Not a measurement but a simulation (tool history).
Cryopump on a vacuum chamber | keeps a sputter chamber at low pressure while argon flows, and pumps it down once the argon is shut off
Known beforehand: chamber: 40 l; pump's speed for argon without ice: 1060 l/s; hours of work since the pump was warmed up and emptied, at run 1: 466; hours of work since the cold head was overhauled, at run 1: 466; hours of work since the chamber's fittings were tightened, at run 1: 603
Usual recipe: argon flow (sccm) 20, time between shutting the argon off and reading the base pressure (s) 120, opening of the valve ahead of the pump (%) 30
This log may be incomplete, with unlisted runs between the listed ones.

| run | hour | argon flow (sccm) | time between shutting the argon off and reading the base pressure (s) | opening of the valve ahead of the pump (%) | hours of work since the pump was warmed up and emptied | hours of work since the cold head was overhauled | hours of work since the chamber's fittings were tightened | pressure while argon flows (Pa) | pressure after the wait (uPa) |
|---|---|---|---|---|---|---|---|---|---|
| 1 | 0.0 | 20 | 120 | 30 | 466 | 466 | 603 | 0.1106 | 1.21 |
| 2 | 31.5 | 20 | 120 | 30 | 485 | 485 | 622 | 0.1109 | 1.22 |
| 3 | 46.5 | 20 | 120 | 30 | 495 | 495 | 631 | 0.1104 | 1.24 |
| 4 | 68.6 | 20 | 120 | 30 | 508 | 508 | 645 | 0.1111 | 1.28 |
| 5 | 94.4 | 20 | 131 | 30 | 524 | 524 | 661 | 0.1109 | 1.20 |
| 6 | 111.6 | 11 | 120 | 30 | 535 | 535 | 671 | 0.0612 | 1.23 |
| 7 | 129.0 | 20 | 120 | 30 | 545 | 545 | 682 | 0.1105 | 1.31 |
| 8 | 146.9 | 20 | 80 | 30 | 556 | 556 | 693 | 0.1107 | 1.44 |
| 9 | 160.5 | 20 | 80 | 30 | 565 | 565 | 701 | 0.1103 | 1.44 |
| 10 | 184.6 | 20 | 80 | 30 | 579 | 579 | 716 | 0.1115 | 1.52 |
| 11 | 209.8 | 20 | 120 | 43 | 595 | 595 | 732 | 0.0798 | 1.41 |
| 12 | 234.2 | 20 | 120 | 24 | 610 | 610 | 746 | 0.1377 | 1.32 |
| 13 | 258.5 | 25 | 99 | 15 | 625 | 625 | 761 | 0.2727 | 1.44 |
| 14 | 278.8 | 9 | 99 | 17 | 637 | 637 | 774 | 0.0861 | 1.47 |
| 15 | 302.2 | 9 | 99 | 17 | 652 | 652 | 788 | 0.0880 | 1.50 |
| 16 | 316.7 | 15 | 154 | 56 | 660 | 660 | 797 | 0.0475 | 1.36 |
| 17 | 344.1 | 24 | 120 | 57 | 677 | 677 | 814 | 0.0743 | 1.43 |
| 18 | 359.6 | 34 | 103 | 33 | 687 | 687 | 823 | 0.1743 | 1.49 |
| 19 | 389.7 | 38 | 23 | 29 | 705 | 705 | 842 | 0.2197 | 2.90 |
| 20 | 415.9 | 9 | 32 | 57 | 721 | 721 | 858 | 0.0285 | 2.31 |
| 21 | 438.3 | 36 | 120 | 30 | 735 | 735 | 872 | 0.2018 | 1.52 |
| 22 | 454.6 | 13 | 182 | 15 | 745 | 745 | 882 | 0.1422 | 1.40 |
| 23 | 472.8 | 20 | 23 | 20 | 756 | 756 | 893 | 0.1668 | 2.88 |
| 24 | 501.9 | 35 | 20 | 26 | 774 | 774 | 911 | 0.2286 | 3.13 |

Difference, measured minus no-hidden-state, one row per run. Run-to-run variation is common to both terms; the gauge's own scatter need not be:
The tool's hidden condition here consists of: pump's speed, % of a pump's without ice; cold plate's temperature, K; leak into the chamber, uPa l/s; drift of the gauge itself on working_pa, %; drift of the gauge itself on base_upa, %.
| run | pressure while argon flows (Pa) | pressure after the wait (uPa) |
|---|---|---|
| 1 | +0.0042 | +0.61 |
| 2 | +0.0043 | +0.62 |
| 3 | +0.0044 | +0.64 |
| 4 | +0.0045 | +0.66 |
| 5 | +0.0047 | +0.65 |
| 6 | +0.0027 | +0.68 |
| 7 | +0.0049 | +0.72 |
| 8 | +0.0051 | +0.70 |
| 9 | +0.0050 | +0.72 |
| 10 | +0.0052 | +0.74 |
| 11 | +0.0054 | +0.78 |
| 12 | +0.0055 | +0.77 |
| 13 | +0.0071 | +0.79 |
| 14 | +0.0026 | +0.79 |
| 15 | +0.0027 | +0.85 |
| 16 | +0.0045 | +0.83 |
| 17 | +0.0074 | +0.86 |
| 18 | +0.0107 | +0.86 |
| 19 | +0.0122 | +0.92 |
| 20 | +0.0030 | +0.90 |
| 21 | +0.0121 | +0.93 |
| 22 | +0.0045 | +0.92 |
| 23 | +0.0070 | +0.97 |
| 24 | +0.0126 | +0.98 |
